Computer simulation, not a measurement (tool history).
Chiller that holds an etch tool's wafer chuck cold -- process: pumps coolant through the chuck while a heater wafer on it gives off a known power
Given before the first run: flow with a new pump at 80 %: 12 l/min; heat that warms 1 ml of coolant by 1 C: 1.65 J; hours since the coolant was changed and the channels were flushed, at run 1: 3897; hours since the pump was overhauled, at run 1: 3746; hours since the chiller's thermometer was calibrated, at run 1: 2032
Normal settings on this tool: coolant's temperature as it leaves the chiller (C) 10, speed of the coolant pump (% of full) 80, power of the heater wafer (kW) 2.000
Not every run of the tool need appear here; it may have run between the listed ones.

run	hour	coolant's temperature as it leaves the chiller (C)	speed of the coolant pump (% of full)	power of the heater wafer (kW)	hours since the coolant was changed and the channels were flushed	hours since the pump was overhauled	hours since the chiller's thermometer was calibrated	chuck's temperature once it has settled (C)	how much warmer the coolant comes back (C)
1	0.0	10	80	2.000	3897	3746	2032	37.3	6.54
2	69.8	10	80	2.874	3967	3816	2102	49.2	9.34
3	142.9	10	87	2.000	4040	3889	2175	36.2	5.88
4	198.7	10	87	2.000	4096	3945	2231	36.0	5.83
5	283.0	10	94	2.000	4180	4029	2315	35.0	5.38
6	371.1	10	94	2.000	4268	4118	2403	35.1	5.41
7	465.9	10	94	2.000	4363	4212	2498	35.0	5.46
8	543.8	10	80	2.351	4441	4290	2576	42.6	7.62
9	613.4	10	80	2.351	4510	4360	2645	42.7	7.61
# hour 636.7: chiller's thermometer calibrated
10	709.4	10	80	2.351	4605	4455	73	43.3	7.71
11	783.6	1	80	2.000	4680	4529	147	29.4	6.46
12	868.0	17	80	2.000	4764	4613	231	45.5	6.59
13	977.7	17	80	2.000	4874	4723	341	45.4	6.56
14	1038.5	17	80	2.000	4934	4784	402	45.7	6.55
15	1115.6	17	80	2.000	5012	4861	479	45.6	6.53
16	1206.8	17	80	2.000	5103	4952	570	45.7	6.60
17	1292.6	2	80	1.380	5189	5038	656	22.0	4.56
18	1401.9	6	65	2.000	5298	5147	765	38.5	8.41
19	1478.3	10	100	2.000	5374	5224	842	35.6	5.17
20	1545.3	19	68	2.000	5441	5291	909	50.8	8.00
21	1642.0	10	90	2.000	5538	5387	1005	37.2	5.77
22	1727.2	0	80	1.785	5623	5473	1091	26.1	5.96
23	1783.0	12	80	2.345	5679	5528	1146	46.4	7.84
24	1875.3	15	64	1.112	5771	5621	1239	33.3	4.78
25	1938.2	10	67	2.000	5834	5684	1302	42.5	8.15
26	2002.9	12	91	1.204	5899	5748	1366	28.3	3.53
27	2078.7	16	74	2.000	5975	5824	1442	46.8	7.35
28	2136.0	16	74	2.000	6032	5881	1499	46.6	7.35
29	2219.6	10	94	2.042	6115	5965	1583	37.5	5.73
30	2319.2	10	94	2.042	6215	6065	1683	37.7	5.72
# hour 2343.2: coolant changed, channels flushed
31	2421.6	7	62	1.070	78	6161	1779	22.7	4.79
32	2497.1	7	62	1.070	154	6237	1854	22.6	4.79

For some of the steps in chuck's temperature once it has settled (C) from one run to the next: how much would appear even if the tool had no hidden state, given the settings, what came in and random variation, and how much remains for the hidden state plus any gauge scatter that the measured result and the result without hidden state don't share?
Hidden conditions of the tool in this case: heat passed by the chuck's channels, % of clean ones'; flow at a given pump speed, % of a new pump's; coolant's true temperature over the reading, C; drift of the gauge itself on chuck_c, C; drift of the gauge itself on warmer_back_c, C.
Run 16 -> 17: coolant's temperature as it leaves the chiller (C) 17 -> 2, power of the heater wafer (kW) 2.000 -> 1.380. chuck's temperature once it has settled (C) -23.7: hidden state -1.4, all else -22.3.
Run 22 -> 23: coolant's temperature as it leaves the chiller (C) 0 -> 12, power of the heater wafer (kW) 1.785 -> 2.345. chuck's temperature once it has settled (C) +20.3: hidden state +1.5, all else +18.8.
Run 23 -> 24: coolant's temperature as it leaves the chiller (C) 12 -> 15, speed of the coolant pump (% of full) 80 -> 64, power of the heater wafer (kW) 2.345 -> 1.112. chuck's temperature once it has settled (C) -13.1: hidden state -2.8, all else -10.3.
Run 25 -> 26: coolant's temperature as it leaves the chiller (C) 10 -> 12, speed of the coolant pump (% of full) 67 -> 91, power of the heater wafer (kW) 2.000 -> 1.204. chuck's temperature once it has settled (C) -14.2: hidden state -2.8, all else -11.4.
Run 26 -> 27: coolant's temperature as it leaves the chiller (C) 12 -> 16, speed of the coolant pump (% of full) 91 -> 74, power of the heater wafer (kW) 1.204 -> 2.000. chuck's temperature once it has settled (C) +18.5: hidden state +2.6, all else +15.9.
Run 30 -> 31: coolant's temperature as it leaves the chiller (C) 10 -> 7, speed of the coolant pump (% of full) 94 -> 62, power of the heater wafer (kW) 2.042 -> 1.070, coolant changed, channels flushed. chuck's temperature once it has settled (C) -15.0: hidden state -4.5, all else -10.5.

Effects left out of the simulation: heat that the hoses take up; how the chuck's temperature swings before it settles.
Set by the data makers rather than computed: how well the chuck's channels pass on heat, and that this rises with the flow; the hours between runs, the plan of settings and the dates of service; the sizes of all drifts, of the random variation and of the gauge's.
